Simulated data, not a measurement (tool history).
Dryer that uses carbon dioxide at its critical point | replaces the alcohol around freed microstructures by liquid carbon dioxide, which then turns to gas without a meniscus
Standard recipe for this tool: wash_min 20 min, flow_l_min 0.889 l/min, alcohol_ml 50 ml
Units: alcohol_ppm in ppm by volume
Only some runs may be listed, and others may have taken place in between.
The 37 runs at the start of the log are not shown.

run,hour,wash_min,flow_l_min,alcohol_ml,alcohol_ppm
38,900.3,13,1.468,25,107
39,925.7,13,1.344,32,125
40,944.4,13,1.344,32,129
41,968.8,13,1.344,32,126
42,989.9,20,0.889,50,145
43,1015.5,20,0.980,48,137
44,1039.2,20,0.593,45,306
45,1063.8,20,0.889,69,187

4 ways to go on from here, each from the tool as it stands after run 45. What would each give?
# hour 1076.4: inlet filter changed
A,1086.5,18,0.938,62,?
# hour 1076.4: inlet filter changed
B,1086.5,20,0.646,50,?
# hour 1076.4: inlet filter changed
C,1086.5,20,0.863,69,?
# hour 1076.4: inlet filter changed
D,1086.5,12,0.889,50,?

run,alcohol_ppm
A,170
B,236
C,171
D,344
Take away the tool's hidden state, keep each run's random variation, and the runs would have read:
run,alcohol_ppm
A,17
B,81
C,21
D,189
